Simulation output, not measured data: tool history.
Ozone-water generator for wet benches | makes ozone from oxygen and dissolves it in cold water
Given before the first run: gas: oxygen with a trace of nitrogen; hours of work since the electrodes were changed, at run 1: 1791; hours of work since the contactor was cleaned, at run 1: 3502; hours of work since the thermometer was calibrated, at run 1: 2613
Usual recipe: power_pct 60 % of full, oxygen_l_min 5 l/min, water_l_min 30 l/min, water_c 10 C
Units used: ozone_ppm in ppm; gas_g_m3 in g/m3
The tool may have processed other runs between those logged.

| run | hour | power_pct | oxygen_l_min | water_l_min | water_c | hours of work since the electrodes were changed | hours of work since the contactor was cleaned | hours of work since the thermometer was calibrated | ozone_ppm | gas_g_m3 |
|---|---|---|---|---|---|---|---|---|---|---|
| 1 | 0 | 60 | 5 | 30 | 10 | 1791 | 3502 | 2613 | 15.4 | 166.2 |
| 2 | 46.4 | 60 | 5 | 23 | 10 | 1825 | 3536 | 2646 | 19.1 | 166.4 |
| 3 | 101.7 | 60 | 5 | 30 | 16 | 1865 | 3577 | 2687 | 14.2 | 163.8 |
| 4 | 147.7 | 60 | 5 | 30 | 16 | 1899 | 3610 | 2720 | 14.1 | 165.3 |
|  | 173.1 | water thermometer calibrated |
| 5 | 181.8 | 60 | 5 | 41 | 10 | 1923 | 3635 | 6 | 11.3 | 164.9 |
| 6 | 224.9 | 60 | 5 | 41 | 10 | 1955 | 3666 | 38 | 11.4 | 164.9 |
| 7 | 275.9 | 60 | 5 | 41 | 10 | 1992 | 3703 | 75 | 11.4 | 165.4 |
| 8 | 333.4 | 60 | 5 | 30 | 10 | 2034 | 3745 | 117 | 15.1 | 166 |
| 9 | 370.6 | 47 | 5 | 30 | 10 | 2061 | 3772 | 144 | 12.8 | 136 |
| 10 | 438.1 | 60 | 5 | 30 | 10 | 2110 | 3821 | 193 | 15.1 | 163.6 |
| 11 | 506.9 | 60 | 5 | 30 | 10 | 2160 | 3871 | 243 | 15 | 165.1 |
| 12 | 540.1 | 60 | 5 | 30 | 10 | 2184 | 3896 | 267 | 15.1 | 164 |
| 13 | 605.7 | 60 | 5 | 30 | 10 | 2232 | 3943 | 315 | 15.1 | 162.9 |
| 14 | 654.6 | 60 | 5 | 30 | 10 | 2268 | 3979 | 351 | 14.9 | 163.7 |
| 15 | 722.6 | 52 | 5.66 | 30 | 5 | 2317 | 4029 | 400 | 14.6 | 139.2 |
| 16 | 787.6 | 52 | 5.66 | 30 | 5 | 2365 | 4076 | 448 | 14.6 | 140.8 |
| 17 | 836.4 | 52 | 6.58 | 30 | 10 | 2400 | 4112 | 483 | 14.5 | 132.7 |
| 18 | 900.5 | 92 | 6.58 | 30 | 10 | 2447 | 4158 | 530 | 22.2 | 203 |
| 19 | 962.5 | 92 | 6.58 | 30 | 10 | 2492 | 4203 | 575 | 22.3 | 203.4 |
| 20 | 1005.9 | 60 | 7.11 | 30 | 10 | 2524 | 4235 | 607 | 16.6 | 143.5 |
| 21 | 1043.1 | 71 | 4.27 | 36 | 14 | 2551 | 4262 | 634 | 13 | 193.5 |
| 22 | 1093 | 98 | 4.27 | 35 | 14 | 2587 | 4298 | 670 | 17 | 245.8 |
| 23 | 1122.9 | 98 | 4.27 | 35 | 14 | 2609 | 4320 | 692 | 16.5 | 246.3 |
| 24 | 1161.1 | 67 | 5 | 30 | 8 | 2637 | 4348 | 720 | 16.1 | 174.3 |
| 25 | 1229.2 | 67 | 6.33 | 30 | 8 | 2687 | 4398 | 770 | 17.6 | 161 |

Branching from run 25: 4 alternative next runs. What would each branch give?
| A | 1275.8 | 60 | 5 | 30 | 15 | 2720 | 4432 | 803 | ? | ? |
| B | 1275.8 | 67 | 7.28 | 30 | 8 | 2720 | 4432 | 803 | ? | ? |
| C | 1275.8 | 65 | 5 | 31 | 10 | 2720 | 4432 | 803 | ? | ? |
| D | 1275.8 | 67 | 6.33 | 30 | 5 | 2720 | 4432 | 803 | ? | ? |

| run | ozone_ppm | gas_g_m3 |
|---|---|---|
| A | 13.8 | 162.4 |
| B | 18.8 | 152.4 |
| C | 15.3 | 171 |
| D | 18.3 | 161.2 |
Had the tool no hidden state, the same runs would have come out as:
| run | ozone_ppm | gas_g_m3 |
|---|---|---|
| A | 15.7 | 175.9 |
| B | 21.4 | 166.4 |
| C | 17.5 | 186.4 |
| D | 20.9 | 176 |
